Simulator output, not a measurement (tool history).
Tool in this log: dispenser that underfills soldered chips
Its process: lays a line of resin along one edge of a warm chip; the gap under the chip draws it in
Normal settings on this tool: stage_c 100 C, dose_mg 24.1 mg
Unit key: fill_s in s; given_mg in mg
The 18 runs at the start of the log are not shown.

run   hour  stage_c  dose_mg  fill_s  given_mg
 19  141.5      100     24.1   189.8     23.43
     145.2  -- new syringe of resin
 20  148.4      100     24.1   172.0     23.31
     154.8  -- new syringe of resin
 21  154.9      100     24.1   154.6     23.25
 22  160.6      100     25.2   186.7     24.15
     164.3  -- new syringe of resin
 23  168.3      105     28.3   136.3     27.30
     173.8  -- new syringe of resin
 24  176.7      106     23.3   130.9     22.18
 25  181.9      106     23.3   160.9     22.25
     183.8  -- new syringe of resin
 26  190.0      100     22.0   193.0     21.03
     193.3  -- new syringe of resin
 27  197.9       87     22.6   332.0     21.35
     203.3  -- new syringe of resin
 28  208.5       87     28.8   327.8     27.22
     213.3  -- new syringe of resin
 29  215.4       85     24.5   314.6     22.85
 30  221.1       91     28.7   292.3     26.88
     223.0  -- new syringe of resin
 31  231.4       91     28.7   300.7     26.53
     232.7  -- new syringe of resin
 32  241.5      100     30.7   197.5     28.27
     242.7  -- new syringe of resin
     252.3  -- new syringe of resin
 33  252.3      100     30.7   150.5     27.98
     256.0  -- dispensing valve cleaned and set on the balance
 34  259.3       91     28.2   279.3     28.07
     262.8  -- new syringe of resin
 35  269.6      111     25.0   119.8     24.80

Each row is a separate what-if for the run after 35, all from the same tool condition, not one after another. Results?
     272.1  -- new syringe of resin
  A  278.0      105     26.3       ?         ?
     272.1  -- new syringe of resin
  B  278.0       85     20.5       ?         ?
     272.1  -- new syringe of resin
  C  278.0       86     24.4       ?         ?
     272.1  -- new syringe of resin
  D  278.0       93     31.0       ?         ?

run  fill_s  given_mg
  A   146.1     25.97
  B   376.3     20.29
  C   345.2     24.30
  D   242.5     30.56
Take away the tool's hidden state, keep each run's random variation, and the runs would have read:
run  fill_s  given_mg
  A   121.8     26.26
  B   313.4     20.52
  C   288.0     24.57
  D   202.5     30.90
